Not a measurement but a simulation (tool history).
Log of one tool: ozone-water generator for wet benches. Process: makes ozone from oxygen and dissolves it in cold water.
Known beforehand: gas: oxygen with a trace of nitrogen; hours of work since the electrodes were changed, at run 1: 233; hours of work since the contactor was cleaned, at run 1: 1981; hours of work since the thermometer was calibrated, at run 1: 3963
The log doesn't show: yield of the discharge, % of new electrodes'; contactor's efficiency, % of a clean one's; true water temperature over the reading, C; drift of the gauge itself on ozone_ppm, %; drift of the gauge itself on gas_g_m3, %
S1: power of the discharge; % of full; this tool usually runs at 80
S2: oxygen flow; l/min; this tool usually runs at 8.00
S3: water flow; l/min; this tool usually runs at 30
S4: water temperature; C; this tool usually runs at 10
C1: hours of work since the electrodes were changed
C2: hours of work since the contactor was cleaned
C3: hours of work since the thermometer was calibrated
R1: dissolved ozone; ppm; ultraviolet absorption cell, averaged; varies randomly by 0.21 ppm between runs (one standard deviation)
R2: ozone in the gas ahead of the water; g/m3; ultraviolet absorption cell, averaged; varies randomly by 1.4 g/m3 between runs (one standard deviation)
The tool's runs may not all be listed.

run	day	S1	S2	S3	S4	C1	C2	C3	R1	R2
1	0.000	80	8.00	30	10	233	1981	3963	31.3	262.3
2	2.504	80	8.00	30	10	275	2022	4005	31.3	264.5
3	6.671	80	8.00	30	10	344	2092	4074	31.5	261.7
4	10.500	80	8.00	30	10	408	2155	4138	31.6	259.9
5	12.996	80	8.00	30	10	449	2197	4179	31.4	265.1
6	18.292	80	8.00	30	10	537	2285	4267	31.4	264.5
7	21.571	80	8.00	30	10	592	2340	4322	31.6	263.5
8	25.917	80	11.38	30	10	664	2412	4394	33.0	226.9
9	30.562	80	9.78	30	10	742	2489	4471	32.2	241.7
10	35.938	80	12.54	30	10	831	2579	4561	33.2	219.7
11	40.092	80	12.54	30	10	900	2648	4630	33.2	220.0
12	43.296	80	12.54	30	10	953	2701	4683	33.2	218.9
# day 47.050: water thermometer calibrated
13	49.083	80	8.00	33	10	1049	2797	34	29.0	264.4
14	52.617	80	8.00	33	10	1108	2856	93	29.2	265.9
15	57.208	80	8.00	30	10	1185	2932	169	31.6	265.9
16	60.742	80	8.00	30	10	1243	2991	228	31.2	264.2
17	64.558	80	8.00	30	10	1307	3055	291	31.2	264.1
18	68.600	47	8.00	30	10	1374	3122	359	22.5	191.9
19	74.358	47	8.00	30	10	1470	3218	454	22.4	190.5
20	78.129	47	8.00	30	10	1533	3280	517	22.4	190.8
21	81.958	47	8.00	30	10	1596	3344	581	22.4	190.8
22	86.371	47	7.82	27	10	1670	3418	654	24.0	192.2
23	90.142	57	8.32	29	18	1733	3480	717	23.6	211.3
24	94.138	55	8.00	30	10	1799	3547	784	25.0	207.7
25	97.467	55	8.00	30	10	1855	3602	839	24.9	208.4
26	100.162	79	8.00	30	9	1899	3647	884	31.7	260.9
27	104.979	80	8.00	22	10	1980	3727	964	39.6	263.5
28	107.671	80	8.00	22	10	2024	3772	1009	38.9	262.9
29	110.067	63	4.78	28	15	2064	3812	1049	23.9	284.7
30	114.504	65	4.07	44	15	2138	3886	1122	15.6	307.5
31	119.662	65	4.07	44	15	2224	3972	1208	15.4	306.7
32	123.242	83	4.28	36	12	2283	4031	1268	23.0	346.5
33	128.312	41	10.13	24	8	2368	4116	1352	26.0	158.9

Entry by entry between the runs, the difference in hidden state between the last listed run before and the first listed run after:
Run 12 -> run 13: water thermometer calibrated (day 47.050)
  yield of the discharge, % of new electrodes': 100 -> 99.9
